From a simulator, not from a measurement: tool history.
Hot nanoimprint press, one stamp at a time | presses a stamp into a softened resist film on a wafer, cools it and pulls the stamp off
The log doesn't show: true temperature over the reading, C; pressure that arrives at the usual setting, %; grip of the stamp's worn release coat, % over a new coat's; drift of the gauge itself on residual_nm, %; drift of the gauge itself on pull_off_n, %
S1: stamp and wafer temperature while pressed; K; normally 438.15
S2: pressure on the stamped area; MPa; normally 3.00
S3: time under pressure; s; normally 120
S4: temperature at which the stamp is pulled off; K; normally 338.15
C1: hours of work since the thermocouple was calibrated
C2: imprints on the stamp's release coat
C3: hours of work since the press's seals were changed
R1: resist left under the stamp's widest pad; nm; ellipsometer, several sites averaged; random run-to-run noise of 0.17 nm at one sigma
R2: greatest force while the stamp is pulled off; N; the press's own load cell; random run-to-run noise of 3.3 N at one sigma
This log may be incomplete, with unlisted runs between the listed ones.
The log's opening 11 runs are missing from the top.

{"hour": 681.9, "done": "plate thermocouple calibrated"}
{"run": 12, "hour": 686.7, "S1": 438.15, "S2": 3.0, "S3": 120, "S4": 338.15, "C1": 3, "C2": 1120, "C3": 287, "R1": 107.8, "R2": 168}
{"run": 13, "hour": 734.4, "S1": 438.15, "S2": 3.0, "S3": 120, "S4": 338.15, "C1": 35, "C2": 1237, "C3": 318, "R1": 107.9, "R2": 158}
{"run": 14, "hour": 775.4, "S1": 438.15, "S2": 3.0, "S3": 120, "S4": 338.15, "C1": 62, "C2": 1337, "C3": 345, "R1": 108.1, "R2": 156}
{"run": 15, "hour": 823.6, "S1": 438.15, "S2": 3.0, "S3": 120, "S4": 338.15, "C1": 94, "C2": 1455, "C3": 377, "R1": 108.0, "R2": 164}
{"run": 16, "hour": 893.3, "S1": 440.15, "S2": 2.69, "S3": 193, "S4": 325.15, "C1": 140, "C2": 1626, "C3": 424, "R1": 91.3, "R2": 187}
{"run": 17, "hour": 963.0, "S1": 446.15, "S2": 3.0, "S3": 120, "S4": 338.15, "C1": 186, "C2": 1797, "C3": 470, "R1": 87.9, "R2": 165}
{"run": 18, "hour": 1009.2, "S1": 441.15, "S2": 3.0, "S3": 120, "S4": 340.15, "C1": 217, "C2": 1910, "C3": 501, "R1": 99.7, "R2": 156}
{"hour": 1055.3, "done": "stamp cleaned and given a new release coat"}
{"run": 19, "hour": 1063.4, "S1": 441.15, "S2": 3.0, "S3": 120, "S4": 340.15, "C1": 249, "C2": 20, "C3": 532, "R1": 100.4, "R2": 155}
{"hour": 1115.6, "done": "press's hydraulic seals changed and the load cell set to zero"}
{"run": 20, "hour": 1145.0, "S1": 438.15, "S2": 2.96, "S3": 120, "S4": 338.15, "C1": 298, "C2": 200, "C3": 20, "R1": 108.7, "R2": 160}
{"run": 21, "hour": 1186.5, "S1": 438.15, "S2": 3.0, "S3": 120, "S4": 328.15, "C1": 325, "C2": 301, "C3": 47, "R1": 108.3, "R2": 179}
{"run": 22, "hour": 1251.4, "S1": 438.15, "S2": 3.0, "S3": 120, "S4": 328.15, "C1": 368, "C2": 460, "C3": 90, "R1": 108.4, "R2": 179}
{"run": 23, "hour": 1316.1, "S1": 438.15, "S2": 3.0, "S3": 120, "S4": 328.15, "C1": 411, "C2": 619, "C3": 133, "R1": 108.3, "R2": 182}
{"run": 24, "hour": 1385.0, "S1": 429.15, "S2": 3.0, "S3": 120, "S4": 329.15, "C1": 457, "C2": 788, "C3": 179, "R1": 135.5, "R2": 179}
{"hour": 1448.6, "done": "plate thermocouple calibrated"}
{"run": 25, "hour": 1469.9, "S1": 438.15, "S2": 2.87, "S3": 120, "S4": 338.15, "C1": 14, "C2": 988, "C3": 233, "R1": 110.9, "R2": 154}
{"run": 26, "hour": 1531.9, "S1": 438.15, "S2": 2.87, "S3": 120, "S4": 338.15, "C1": 55, "C2": 1140, "C3": 274, "R1": 110.9, "R2": 161}
{"run": 27, "hour": 1585.1, "S1": 443.15, "S2": 2.66, "S3": 120, "S4": 336.15, "C1": 91, "C2": 1270, "C3": 309, "R1": 100.9, "R2": 170}
{"run": 28, "hour": 1666.3, "S1": 444.15, "S2": 2.66, "S3": 104, "S4": 328.15, "C1": 144, "C2": 1469, "C3": 363, "R1": 103.4, "R2": 182}
{"run": 29, "hour": 1735.3, "S1": 444.15, "S2": 2.66, "S3": 104, "S4": 328.15, "C1": 190, "C2": 1638, "C3": 409, "R1": 103.7, "R2": 181}
{"run": 30, "hour": 1813.3, "S1": 450.15, "S2": 4.39, "S3": 171, "S4": 336.15, "C1": 242, "C2": 1829, "C3": 461, "R1": 57.1, "R2": 164}

Below are 4 alternative next runs, each starting from the tool's condition after run 30. Predict each:
{"run": "A", "hour": 1881.7, "S1": 450.15, "S2": 4.39, "S3": 171, "S4": 324.15, "C1": 287, "C2": 1997, "C3": 506, "R1": "?", "R2": "?"}
{"run": "B", "hour": 1881.7, "S1": 450.15, "S2": 4.39, "S3": 76, "S4": 336.15, "C1": 287, "C2": 1997, "C3": 506, "R1": "?", "R2": "?"}
{"run": "C", "hour": 1881.7, "S1": 438.15, "S2": 4.61, "S3": 97, "S4": 336.15, "C1": 287, "C2": 1997, "C3": 506, "R1": "?", "R2": "?"}
{"run": "D", "hour": 1881.7, "S1": 438.15, "S2": 3.01, "S3": 120, "S4": 338.15, "C1": 287, "C2": 1997, "C3": 506, "R1": "?", "R2": "?"}

run=A R1=56.7 R2=191
run=B R1=78.9 R2=164
run=C R1=96.8 R2=165
run=D R1=109.0 R2=164
Without the tool's unlogged condition, the same runs would have read:
run=A R1=55.6 R2=188
run=B R1=77.5 R2=162
run=C R1=95.1 R2=163
run=D R1=107.1 R2=162
